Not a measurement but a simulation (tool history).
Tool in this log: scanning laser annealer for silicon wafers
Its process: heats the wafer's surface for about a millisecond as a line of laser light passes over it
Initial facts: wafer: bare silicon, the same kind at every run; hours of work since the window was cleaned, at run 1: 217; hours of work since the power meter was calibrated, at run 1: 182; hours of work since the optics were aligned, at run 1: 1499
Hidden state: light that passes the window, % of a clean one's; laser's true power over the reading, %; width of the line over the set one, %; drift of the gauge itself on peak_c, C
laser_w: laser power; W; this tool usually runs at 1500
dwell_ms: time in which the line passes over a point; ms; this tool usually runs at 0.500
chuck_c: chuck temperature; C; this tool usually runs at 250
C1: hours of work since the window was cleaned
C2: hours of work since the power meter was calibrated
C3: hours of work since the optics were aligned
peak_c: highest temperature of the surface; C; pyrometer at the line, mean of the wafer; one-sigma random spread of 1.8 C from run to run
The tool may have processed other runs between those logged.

Run 1, hour 0.0: usual settings; C1 217; C2 182; C3 1499. Result: peak_c 976 C.
Run 2, hour 41.8: usual settings; C1 239; C2 204; C3 1522. Result: peak_c 973 C.
Run 3, hour 80.4: usual settings but chuck_c 283 C; C1 260; C2 225; C3 1542. Result: peak_c 1009 C.
Run 4, hour 121.5: usual settings but chuck_c 283 C; C1 282; C2 247; C3 1564. Result: peak_c 1008 C.
Run 5, hour 162.1: usual settings but chuck_c 283 C; C1 304; C2 269; C3 1586. Result: peak_c 1008 C.
Run 6, hour 203.1: usual settings but chuck_c 283 C; C1 326; C2 290; C3 1608. Result: peak_c 1006 C.
Run 7, hour 247.2: usual settings but chuck_c 283 C; C1 349; C2 314; C3 1632. Result: peak_c 1004 C.
Run 8, hour 270.5: usual settings; C1 362; C2 327; C3 1644. Result: peak_c 970 C.
Run 9, hour 312.4: usual settings but laser_w 1279 W; C1 384; C2 349; C3 1667. Result: peak_c 840 C.
Run 10, hour 342.2: usual settings but laser_w 1279 W; C1 400; C2 365; C3 1682. Result: peak_c 837 C.
Run 11, hour 386.7: usual settings; C1 424; C2 389; C3 1706. Result: peak_c 969 C.
Run 12, hour 432.4: usual settings but chuck_c 286 C; C1 448; C2 413; C3 1731. Result: peak_c 1010 C.
Run 13, hour 476.8: usual settings; C1 472; C2 437; C3 1754. Result: peak_c 972 C.
Run 14, hour 513.5: usual settings but chuck_c 262 C; C1 492; C2 456; C3 1774. Result: peak_c 981 C.
Run 15, hour 557.4: usual settings but chuck_c 211 C; C1 515; C2 480; C3 1797. Result: peak_c 931 C.
Run 16, hour 582.0: usual settings but laser_w 1503 W; C1 528; C2 493; C3 1811. Result: peak_c 968 C.
Run 17, hour 614.4: usual settings but laser_w 1640 W, dwell_ms 0.410 ms, chuck_c 225 C; C1 546; C2 510; C3 1828. Result: peak_c 951 C.
Run 18, hour 660.2: usual settings but laser_w 1300 W, dwell_ms 0.430 ms, chuck_c 268 C; C1 570; C2 535; C3 1852. Result: peak_c 823 C.
Run 19, hour 698.4: usual settings but dwell_ms 0.463 ms, chuck_c 281 C; C1 591; C2 555; C3 1873. Result: peak_c 971 C.
At hour 707.1: optics aligned, line set to its width.
Run 20, hour 735.6: usual settings but laser_w 1463 W, dwell_ms 0.551 ms, chuck_c 258 C; C1 608; C2 572; C3 15. Result: peak_c 987 C.
Run 21, hour 777.6: usual settings but laser_w 1304 W, dwell_ms 0.554 ms, chuck_c 280 C; C1 630; C2 595; C3 38. Result: peak_c 910 C.
Run 22, hour 806.9: usual settings but laser_w 1331 W, dwell_ms 0.495 ms, chuck_c 231 C; C1 646; C2 611; C3 53. Result: peak_c 841 C.
Run 23, hour 846.6: usual settings but laser_w 1455 W; C1 667; C2 632; C3 75. Result: peak_c 937 C.
Run 24, hour 892.7: usual settings but laser_w 1286 W, dwell_ms 0.421 ms; C1 692; C2 656; C3 99. Result: peak_c 787 C.
At hour 908.3: optics aligned, line set to its width, once more.
Run 25, hour 926.6: usual settings but laser_w 1286 W, dwell_ms 0.421 ms; C1 707; C2 672; C3 10. Result: peak_c 800 C.
Run 26, hour 957.0: usual settings but laser_w 1443 W, dwell_ms 0.596 ms, chuck_c 233 C; C1 723; C2 688; C3 26. Result: peak_c 996 C.
Run 27, hour 988.5: usual settings but laser_w 1474 W, chuck_c 253 C; C1 740; C2 705; C3 43. Result: peak_c 972 C.
Run 28, hour 1015.2: usual settings but laser_w 1474 W, chuck_c 253 C; C1 755; C2 719; C3 57. Result: peak_c 967 C.
Run 29, hour 1055.8: usual settings but laser_w 1474 W, chuck_c 253 C; C1 776; C2 741; C3 79. Result: peak_c 970 C.
Run 30, hour 1093.5: usual settings but laser_w 1474 W, chuck_c 253 C; C1 796; C2 761; C3 99. Result: peak_c 964 C.
Run 31, hour 1129.0: usual settings but laser_w 1578 W, dwell_ms 0.427 ms, chuck_c 253 C; C1 815; C2 780; C3 118. Result: peak_c 970 C.
Run 32, hour 1174.3: usual settings but laser_w 1578 W, dwell_ms 0.517 ms, chuck_c 269 C; C1 840; C2 804; C3 142. Result: peak_c 1059 C.

How would selected steps in peak_c from run to run divide? Give the signed amount a tool lacking its hidden state would still show from settings, what came in and random variation, and the signed amount left for the hidden state, including any gauge scatter that is not in both of the compared results.
Run 10 -> 11: laser_w 1279 -> 1500. peak_c +132 C: hidden state -6, all else +138.
Run 18 -> 19: laser_w 1300 -> 1500, dwell_ms 0.430 -> 0.463, chuck_c 268 -> 281. peak_c +148 C: hidden state -5, all else +153.
Run 23 -> 24: laser_w 1455 -> 1286, dwell_ms 0.500 -> 0.421. peak_c -150 C: hidden state +7, all else -157.
Run 24 -> 25: optics aligned, line set to its width, once more. peak_c +13 C: hidden state +15, all else -2.
Run 25 -> 26: laser_w 1286 -> 1443, dwell_ms 0.421 -> 0.596, chuck_c 250 -> 233. peak_c +196 C: hidden state -6, all else +202.
